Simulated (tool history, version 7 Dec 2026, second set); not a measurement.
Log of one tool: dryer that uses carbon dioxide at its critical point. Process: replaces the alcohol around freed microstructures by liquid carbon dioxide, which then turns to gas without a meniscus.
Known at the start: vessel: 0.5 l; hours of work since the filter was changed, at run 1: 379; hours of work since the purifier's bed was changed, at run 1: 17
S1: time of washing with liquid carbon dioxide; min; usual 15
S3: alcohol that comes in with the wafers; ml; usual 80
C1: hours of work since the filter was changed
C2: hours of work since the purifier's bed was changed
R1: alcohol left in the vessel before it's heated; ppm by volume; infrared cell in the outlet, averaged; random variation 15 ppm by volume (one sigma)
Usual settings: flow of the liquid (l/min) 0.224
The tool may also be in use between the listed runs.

run 1 day=0.000 | S1=15 flow_of_the_liquid_(l/min)=0.224 S3=80 | C1=379 C2=17 | R1=1886
run 2 day=0.800 | S1=15 flow_of_the_liquid_(l/min)=0.305 S3=80 | C1=388 C2=27 | R1=442
run 3 day=1.900 | S1=15 flow_of_the_liquid_(l/min)=0.224 S3=117 | C1=401 C2=40 | R1=2847
-- day=2.442 inlet filter changed
run 4 day=3.029 | S1=15 flow_of_the_liquid_(l/min)=0.224 S3=48 | C1=7 C2=52 | R1=609
run 5 day=3.529 | S1=15 flow_of_the_liquid_(l/min)=0.224 S3=25 | C1=13 C2=58 | R1=317
run 6 day=4.062 | S1=15 flow_of_the_liquid_(l/min)=0.224 S3=25 | C1=19 C2=65 | R1=315
run 7 day=4.554 | S1=15 flow_of_the_liquid_(l/min)=0.224 S3=25 | C1=25 C2=70 | R1=323
run 8 day=5.025 | S1=15 flow_of_the_liquid_(l/min)=0.224 S3=25 | C1=30 C2=76 | R1=334
run 9 day=5.592 | S1=15 flow_of_the_liquid_(l/min)=0.224 S3=25 | C1=37 C2=83 | R1=339
run 10 day=6.392 | S1=15 flow_of_the_liquid_(l/min)=0.224 S3=80 | C1=46 C2=92 | R1=1043
run 11 day=7.250 | S1=15 flow_of_the_liquid_(l/min)=0.224 S3=39 | C1=56 C2=102 | R1=533
run 12 day=7.875 | S1=15 flow_of_the_liquid_(l/min)=0.224 S3=39 | C1=64 C2=109 | R1=539
run 13 day=8.875 | S1=15 flow_of_the_liquid_(l/min)=0.224 S3=39 | C1=75 C2=121 | R1=571
run 14 day=9.908 | S1=15 flow_of_the_liquid_(l/min)=0.224 S3=80 | C1=88 C2=133 | R1=1158
run 15 day=10.388 | S1=15 flow_of_the_liquid_(l/min)=0.224 S3=80 | C1=93 C2=139 | R1=1115
run 16 day=10.867 | S1=15 flow_of_the_liquid_(l/min)=0.224 S3=110 | C1=99 C2=144 | R1=1631
run 17 day=11.733 | S1=15 flow_of_the_liquid_(l/min)=0.256 S3=80 | C1=109 C2=154 | R1=619
run 18 day=12.412 | S1=15 flow_of_the_liquid_(l/min)=0.256 S3=80 | C1=117 C2=162 | R1=624
run 19 day=12.871 | S1=15 flow_of_the_liquid_(l/min)=0.256 S3=80 | C1=122 C2=168 | R1=642
run 20 day=13.454 | S1=13 flow_of_the_liquid_(l/min)=0.224 S3=80 | C1=129 C2=175 | R1=2334
run 21 day=13.971 | S1=15 flow_of_the_liquid_(l/min)=0.224 S3=80 | C1=135 C2=181 | R1=1222
run 22 day=14.996 | S1=15 flow_of_the_liquid_(l/min)=0.224 S3=80 | C1=147 C2=193 | R1=1270
run 23 day=16.058 | S1=15 flow_of_the_liquid_(l/min)=0.279 S3=80 | C1=160 C2=205 | R1=451
run 24 day=16.821 | S1=15 flow_of_the_liquid_(l/min)=0.279 S3=80 | C1=169 C2=214 | R1=438
run 25 day=17.475 | S1=15 flow_of_the_liquid_(l/min)=0.279 S3=80 | C1=176 C2=222 | R1=461
run 26 day=18.154 | S1=15 flow_of_the_liquid_(l/min)=0.369 S3=30 | C1=184 C2=230 | R1=62
run 27 day=19.208 | S1=15 flow_of_the_liquid_(l/min)=0.369 S3=30 | C1=197 C2=242 | R1=73
run 28 day=20.083 | S1=15 flow_of_the_liquid_(l/min)=0.369 S3=30 | C1=207 C2=252 | R1=70
run 29 day=20.633 | S1=22 flow_of_the_liquid_(l/min)=0.160 S3=41 | C1=213 C2=259 | R1=539
run 30 day=21.504 | S1=22 flow_of_the_liquid_(l/min)=0.205 S3=41 | C1=223 C2=269 | R1=173
run 31 day=22.067 | S1=11 flow_of_the_liquid_(l/min)=0.338 S3=22 | C1=230 C2=276 | R1=300
run 32 day=22.525 | S1=20 flow_of_the_liquid_(l/min)=0.242 S3=21 | C1=235 C2=281 | R1=81
run 33 day=23.600 | S1=19 flow_of_the_liquid_(l/min)=0.286 S3=44 | C1=248 C2=294 | R1=86
run 34 day=24.292 | S1=19 flow_of_the_liquid_(l/min)=0.333 S3=86 | C1=256 C2=302 | R1=70
run 35 day=25.004 | S1=9 flow_of_the_liquid_(l/min)=0.181 S3=68 | C1=264 C2=310 | R1=13913
run 36 day=25.629 | S1=13 flow_of_the_liquid_(l/min)=0.181 S3=23 | C1=272 C2=317 | R1=1789
run 37 day=26.292 | S1=18 flow_of_the_liquid_(l/min)=0.224 S3=117 | C1=280 C2=325 | R1=945
run 38 day=27.129 | S1=19 flow_of_the_liquid_(l/min)=0.224 S3=104 | C1=289 C2=335 | R1=665
run 39 day=28.229 | S1=19 flow_of_the_liquid_(l/min)=0.224 S3=104 | C1=302 C2=348 | R1=681
run 40 day=29.012 | S1=15 flow_of_the_liquid_(l/min)=0.316 S3=118 | C1=311 C2=357 | R1=470
run 41 day=29.658 | S1=10 flow_of_the_liquid_(l/min)=0.316 S3=37 | C1=319 C2=365 | R1=1152
run 42 day=30.488 | S1=19 flow_of_the_liquid_(l/min)=0.224 S3=80 | C1=329 C2=374 | R1=571
run 43 day=31.242 | S1=17 flow_of_the_liquid_(l/min)=0.371 S3=52 | C1=338 C2=383 | R1=63
run 44 day=32.167 | S1=13 flow_of_the_liquid_(l/min)=0.242 S3=37 | C1=348 C2=394 | R1=1140
run 45 day=32.662 | S1=10 flow_of_the_liquid_(l/min)=0.221 S3=35 | C1=354 C2=400 | R1=3714
run 46 day=33.608 | S1=10 flow_of_the_liquid_(l/min)=0.221 S3=35 | C1=365 C2=411 | R1=3758
run 47 day=34.488 | S1=15 flow_of_the_liquid_(l/min)=0.221 S3=53 | C1=376 C2=421 | R1=1400

Forecast each of these 4 alternatives for the next run:
run A day=35.196 | S1=17 flow_of_the_liquid_(l/min)=0.224 S3=99 | C1=384 C2=430 | R1=?
run B day=35.196 | S1=15 flow_of_the_liquid_(l/min)=0.311 S3=29 | C1=384 C2=430 | R1=?
run C day=35.196 | S1=11 flow_of_the_liquid_(l/min)=0.224 S3=84 | C1=384 C2=430 | R1=?
run D day=35.196 | S1=15 flow_of_the_liquid_(l/min)=0.313 S3=38 | C1=384 C2=430 | R1=?

run=A R1=1374
run=B R1=195
run=C R1=6736
run=D R1=239
Without the tool's hidden state the same runs would have given:
run=A R1=611
run=B R1=63
run=C R1=4023
run=D R1=81
